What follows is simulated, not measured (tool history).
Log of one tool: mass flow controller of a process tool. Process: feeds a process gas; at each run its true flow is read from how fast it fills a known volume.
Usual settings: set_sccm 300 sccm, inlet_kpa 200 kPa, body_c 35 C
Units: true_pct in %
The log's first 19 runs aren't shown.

| run | day | set_sccm | inlet_kpa | body_c | hours of work since the controller was set to zero | hours of work since the controller was changed | true_pct |
|---|---|---|---|---|---|---|---|
| 20 | 57.492 | 300 | 200 | 26 | 3781 | 3781 | 100.82 |
| 21 | 61.625 | 300 | 188 | 26 | 3851 | 3851 | 100.97 |
| 22 | 65.079 | 300 | 200 | 35 | 3910 | 3910 | 100.30 |
| 23 | 66.800 | 300 | 200 | 35 | 3939 | 3939 | 100.13 |
| 24 | 70.975 | 300 | 200 | 35 | 4010 | 4010 | 100.09 |
| 25 | 73.867 | 227 | 245 | 23 | 4060 | 4060 | 101.96 |
| 26 | 77.167 | 300 | 270 | 35 | 4116 | 4116 | 100.33 |
| 27 | 81.238 | 767 | 173 | 31 | 4185 | 4185 | 99.24 |
| 28 | 83.854 | 767 | 173 | 31 | 4229 | 4229 | 99.21 |
| 29 | 87.696 | 259 | 216 | 34 | 4295 | 4295 | 101.02 |
| 30 | 91.496 | 127 | 265 | 37 | 4359 | 4359 | 104.00 |
| 31 | 95.692 | 865 | 267 | 35 | 4431 | 4431 | 99.03 |
| 32 | 98.879 | 706 | 194 | 35 | 4485 | 4485 | 98.98 |
| 33 | 101.921 | 374 | 200 | 35 | 4537 | 4537 | 99.91 |
| 34 | 104.308 | 767 | 224 | 27 | 4577 | 4577 | 99.58 |
| 35 | 108.146 | 112 | 213 | 28 | 4642 | 4642 | 105.85 |
| 36 | 110.875 | 112 | 213 | 28 | 4689 | 4689 | 105.96 |
| 37 | 114.796 | 206 | 256 | 33 | 4756 | 4756 | 102.06 |

Forecast run 38:
| 38 | 118.279 | 206 | 256 | 33 | 4815 | 4815 | ? |

true_pct: 102.11 %
Without the tool's hidden state the same run would have given true_pct 99.15 %.

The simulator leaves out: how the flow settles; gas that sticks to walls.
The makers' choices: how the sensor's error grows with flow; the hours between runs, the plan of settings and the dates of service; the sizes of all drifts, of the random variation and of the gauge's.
